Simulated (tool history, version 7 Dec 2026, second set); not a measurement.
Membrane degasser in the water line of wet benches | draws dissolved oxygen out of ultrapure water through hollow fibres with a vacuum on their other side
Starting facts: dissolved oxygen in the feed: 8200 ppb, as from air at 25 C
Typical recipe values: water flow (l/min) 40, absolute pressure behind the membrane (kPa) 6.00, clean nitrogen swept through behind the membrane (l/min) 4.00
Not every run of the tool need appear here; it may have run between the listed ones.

run     day  water flow (l/min)  absolute pressure behind the membrane (kPa)  clean nitrogen swept through behind the membrane (l/min)  dissolved oxygen in the water behind the degasser (ppb)  pressure that the water loses in the fibres (kPa)
  1   0.000                  40                                         6.00                                                      4.00                                                    128.1                                              56.19
  2   6.738                  40                                         6.00                                                      4.00                                                    129.6                                              56.47
  3  11.088                  40                                         6.00                                                      4.00                                                    129.2                                              56.48
  4  16.421                  40                                         6.52                                                      4.00                                                    138.4                                              56.66
  5  21.458                  40                                         6.52                                                      4.00                                                    138.8                                              56.25
  6  26.621                  40                                         6.52                                                      4.00                                                    142.4                                              56.95
  7  31.196                  56                                         6.52                                                      3.33                                                    255.4                                              79.20
  8  38.183                  56                                         7.88                                                      3.33                                                    311.4                                              79.77
  9  43.242                  56                                         7.88                                                      3.33                                                    310.7                                              79.17
 10  46.500                  56                                         7.88                                                      3.33                                                    308.0                                              79.38
 11  50.954                  40                                         6.00                                                      5.00                                                    116.7                                              56.76
 12  57.333                  40                                         6.00                                                      5.00                                                    118.1                                              57.02

Consider 4 possible next runs. They are alternatives, not a sequence: every one starts from the tool as it was left by run 12. What does each give?
  A  61.596                  31                                         6.00                                                      5.00                                                        ?                                                  ?
  B  61.596                  40                                         5.50                                                      2.23                                                        ?                                                  ?
  C  61.596                  64                                         6.00                                                      5.00                                                        ?                                                  ?
  D  61.596                  25                                         6.00                                                      4.00                                                        ?                                                  ?

run  dissolved oxygen in the water behind the degasser (ppb)  pressure that the water loses in the fibres (kPa)
  A                                                     74.5                                              43.99
  B                                                    154.6                                              56.76
  C                                                    259.4                                              91.72
  D                                                     59.5                                              35.58
The same runs, with their run-to-run variation unchanged, on a tool lacking any hidden condition would have given:
run  dissolved oxygen in the water behind the degasser (ppb)  pressure that the water loses in the fibres (kPa)
  A                                                     74.4                                              43.53
  B                                                    154.4                                              56.17
  C                                                    259.1                                              90.77
  D                                                     59.5                                              35.21
